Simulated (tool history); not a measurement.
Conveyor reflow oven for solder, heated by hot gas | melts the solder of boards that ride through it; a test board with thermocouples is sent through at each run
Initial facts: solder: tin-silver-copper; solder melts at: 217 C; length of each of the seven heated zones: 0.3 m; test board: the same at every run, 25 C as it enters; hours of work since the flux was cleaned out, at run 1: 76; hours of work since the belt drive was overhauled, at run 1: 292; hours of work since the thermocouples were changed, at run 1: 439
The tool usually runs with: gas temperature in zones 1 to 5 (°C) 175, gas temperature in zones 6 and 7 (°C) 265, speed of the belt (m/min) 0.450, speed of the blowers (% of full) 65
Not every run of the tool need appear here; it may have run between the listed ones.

run	day	gas temperature in zones 1 to 5 (°C)	gas temperature in zones 6 and 7 (°C)	speed of the belt (m/min)	speed of the blowers (% of full)	hours of work since the flux was cleaned out	hours of work since the belt drive was overhauled	hours of work since the thermocouples were changed	highest temperature of the board (°C)	time above the solder's melting point (s)
1	0.000	175	265	0.450	65	76	292	439	245.4	53.6
2	0.658	175	265	0.450	65	82	299	446	245.8	53.5
3	0.946	175	265	0.450	65	85	302	449	245.8	53.5
4	1.400	175	265	0.450	65	90	307	454	245.4	53.7
5	1.988	175	265	0.450	65	96	313	460	245.5	53.2
6	2.475	175	265	0.450	65	101	318	465	245.2	53.4
7	3.096	175	265	0.450	75	108	324	471	248.1	57.0
8	3.750	175	265	0.446	65	114	331	478	245.3	53.5
9	4.092	175	265	0.446	65	118	335	482	245.6	54.1
10	4.554	175	265	0.446	52	123	339	486	240.6	47.0
11	4.888	175	265	0.446	52	126	343	490	240.4	47.6
12	5.221	175	265	0.446	70	130	346	493	247.1	55.8
13	5.796	175	265	0.446	70	136	352	499	246.9	56.1
14	6.096	175	265	0.446	70	139	355	502	246.8	56.1
15	6.425	175	265	0.450	65	142	359	506	245.6	52.9
16	7.029	175	265	0.450	65	149	365	512	244.8	52.6
# day 7.296: flux residue cleaned out of gas plates and filters
17	7.608	187	265	0.450	63	3	369	516	246.9	59.5
18	8.112	176	265	0.450	65	9	374	521	244.6	53.1
19	8.462	176	265	0.450	65	12	378	525	244.7	53.1
20	9.033	176	265	0.450	65	18	384	531	244.3	53.4
21	9.442	176	265	0.450	65	22	388	535	244.8	53.5
22	9.796	176	265	0.450	65	26	392	539	244.7	52.8
23	10.150	161	263	0.450	65	30	395	542	239.9	42.4
# day 10.454: flux residue cleaned out of gas plates and filters, once more
24	10.775	161	263	0.450	65	3	400	547	241.1	44.3
25	11.329	189	256	0.450	65	9	406	552	241.4	56.3
26	11.742	175	265	0.401	56	13	410	557	246.6	61.6
27	12.225	175	265	0.401	56	18	415	562	246.2	60.9
28	12.654	175	265	0.523	50	23	419	566	232.5	29.5
29	13.050	175	266	0.452	62	27	423	570	245.3	52.9
30	13.583	175	267	0.450	65	33	429	576	246.9	55.7

How would selected steps in highest temperature of the board (°C) from run to run divide? Give the signed amount a tool lacking its hidden state would still show from settings, what came in and random variation, and the signed amount left for the hidden state, including any gauge scatter that is not in both of the compared results.
Hidden conditions of the tool in this case: heat that the gas passes to the board, % of a clean oven's; belt's true speed, % of the reading; true gas temperature in zones 6 and 7 over the reading, C; drift of the gauge itself on peak_c, C; drift of the gauge itself on liquid_s, %.
Run 11 -> 12: speed of the blowers (% of full) 52 -> 70. highest temperature of the board (°C) +6.7: hidden state -0.2, all else +6.9.
Run 16 -> 17: gas temperature in zones 1 to 5 (°C) 175 -> 187, speed of the blowers (% of full) 65 -> 63, flux residue cleaned out of gas plates and filters. highest temperature of the board (°C) +2.1: hidden state -0.3, all else +2.4.
Run 22 -> 23: gas temperature in zones 1 to 5 (°C) 176 -> 161, gas temperature in zones 6 and 7 (°C) 265 -> 263. highest temperature of the board (°C) -4.8: hidden state -0.3, all else -4.5.
Run 23 -> 24: flux residue cleaned out of gas plates and filters, once more. highest temperature of the board (°C) +1.2: hidden state +1.5, all else -0.3.
Run 27 -> 28: speed of the belt (m/min) 0.401 -> 0.523, speed of the blowers (% of full) 56 -> 50. highest temperature of the board (°C) -13.7: hidden state +0.1, all else -13.8.
Run 28 -> 29: gas temperature in zones 6 and 7 (°C) 265 -> 266, speed of the belt (m/min) 0.523 -> 0.452, speed of the blowers (% of full) 50 -> 62. highest temperature of the board (°C) +12.8: hidden state -0.1, all else +12.9.
